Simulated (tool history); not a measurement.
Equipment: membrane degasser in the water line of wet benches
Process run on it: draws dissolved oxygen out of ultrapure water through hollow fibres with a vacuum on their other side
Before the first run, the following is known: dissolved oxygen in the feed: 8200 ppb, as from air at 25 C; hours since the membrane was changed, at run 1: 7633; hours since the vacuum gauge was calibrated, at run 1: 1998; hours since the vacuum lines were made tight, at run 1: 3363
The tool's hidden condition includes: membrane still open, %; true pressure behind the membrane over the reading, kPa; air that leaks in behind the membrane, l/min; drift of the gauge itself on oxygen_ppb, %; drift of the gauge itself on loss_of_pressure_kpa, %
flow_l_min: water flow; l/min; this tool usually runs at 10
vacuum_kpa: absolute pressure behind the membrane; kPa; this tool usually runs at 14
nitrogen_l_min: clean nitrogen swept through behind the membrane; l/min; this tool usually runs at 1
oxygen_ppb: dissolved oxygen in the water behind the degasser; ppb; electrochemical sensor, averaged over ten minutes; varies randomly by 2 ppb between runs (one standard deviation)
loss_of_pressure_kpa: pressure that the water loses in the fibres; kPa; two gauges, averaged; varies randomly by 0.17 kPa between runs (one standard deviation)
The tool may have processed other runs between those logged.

run    hour  flow_l_min  vacuum_kpa  nitrogen_l_min  hours since the membrane was changed  hours since the vacuum gauge was calibrated  hours since the vacuum lines were made tight  oxygen_ppb  loss_of_pressure_kpa
  1       0          10          14               1                                  7633                                         1998                                          3363       270.6                 30.63
  2   214.5          10          14               1                                  7848                                         2213                                          3578       268.9                 31.03
  3   476.5          10          14               1                                  8110                                         2475                                          3840       270.3                 31.14
  4   780.5          10          14               1                                  8414                                         2779                                          4144       276.9                  31.1
  5  1006.3          10        31.4               1                                  8639                                         3004                                          4369       664.4                 31.38
  6  1226.2          10        31.4             2.8                                  8859                                         3224                                          4589       270.3                 31.18
  7    1523          10        31.4             2.8                                  9156                                         3521                                          4886       271.2                 31.27
  8  1713.1          10          12               1                                  9346                                         3711                                          5076         234                 31.14
  9  1929.6          10          12               1                                  9563                                         3928                                          5293       233.2                  31.5
 10  2184.5          10          12               1                                  9818                                         4183                                          5548       232.9                 31.68
     2359.1  -- vacuum gauge calibrated
 11  2486.4          10          14               1                                 10119                                          127                                          5849       278.7                 31.94
 12  2783.6          10          14               1                                 10416                                          424                                          6146       281.1                  31.5
 13  2932.8          10          14               1                                 10565                                          574                                          6295       276.6                 31.87
 14  3084.5          10          14               1                                 10717                                          725                                          6447       280.9                 31.98
 15  3297.4          10          14               1                                 10930                                          938                                          6660       282.3                 31.94
 16  3510.7          10          14            1.67                                 11143                                         1152                                          6873       181.1                 32.16
 17  3685.6          10          14            0.71                                 11318                                         1327                                          7048       377.3                 32.03
 18  3821.8          13        25.5            0.71                                 11454                                         1463                                          7184       891.4                 41.24
 19  4036.5          13          14               1                                 11669                                         1677                                          7399       359.9                 41.76
 20  4237.9           7          14            0.41                                 11871                                         1879                                          7600       441.7                 22.61
 21  4374.9          14        29.9            1.25                                 12008                                         2016                                          7737       718.8                  45.2
 22  4529.4          14        29.9            1.25                                 12162                                         2170                                          7892       710.9                 45.03
       4833  -- membrane cartridge changed
 23    4833           7          14               1                                     0                                         2470                                          8192       204.9                 19.51
     4939.1  -- seals of the vacuum lines changed
 24  5085.4           9          14            0.52                                   250                                         2720                                           146       417.7                 25.52
 25  5299.9          10         8.7            0.51                                   465                                         2935                                           361       251.2                 28.44
 26    5519           7        16.9            1.83                                   684                                         3154                                           580       135.1                 19.98
 27  5824.2          10        27.5            0.77                                   989                                         3459                                           885         699                 28.36
 28  5976.2          10        27.5            0.77                                  1141                                         3611                                          1037       699.5                  28.6
 29  6183.1          10        27.5            0.77                                  1348                                         3818                                          1244       703.8                 28.74
 30  6434.8          10        27.5            0.77                                  1600                                         4070                                          1496         702                 28.77
 31  6566.7          10        19.3            0.77                                  1732                                         4202                                          1628       488.4                 28.94

How would selected steps in oxygen_ppb from run to run divide? Give the signed amount a tool lacking its hidden state would still show from settings, what came in and random variation, and the signed amount left for the hidden state, including any gauge scatter that is not in both of the compared results.
Run 4 -> 5: vacuum_kpa 14 -> 31.4. oxygen_ppb +387.5 ppb: hidden state +16.6, all else +370.9.
Run 17 -> 18: flow_l_min 10 -> 13, vacuum_kpa 14 -> 25.5. oxygen_ppb +514.1 ppb: hidden state +18.4, all else +495.7.
Run 18 -> 19: vacuum_kpa 25.5 -> 14, nitrogen_l_min 0.71 -> 1. oxygen_ppb -531.5 ppb: hidden state -16.1, all else -515.4.
Run 22 -> 23: flow_l_min 14 -> 7, vacuum_kpa 29.9 -> 14, nitrogen_l_min 1.25 -> 1, membrane cartridge changed. oxygen_ppb -506 ppb: hidden state -28.1, all else -477.9.
Run 26 -> 27: flow_l_min 7 -> 10, vacuum_kpa 16.9 -> 27.5, nitrogen_l_min 1.83 -> 0.77. oxygen_ppb +563.9 ppb: hidden state +10.1, all else +553.8.

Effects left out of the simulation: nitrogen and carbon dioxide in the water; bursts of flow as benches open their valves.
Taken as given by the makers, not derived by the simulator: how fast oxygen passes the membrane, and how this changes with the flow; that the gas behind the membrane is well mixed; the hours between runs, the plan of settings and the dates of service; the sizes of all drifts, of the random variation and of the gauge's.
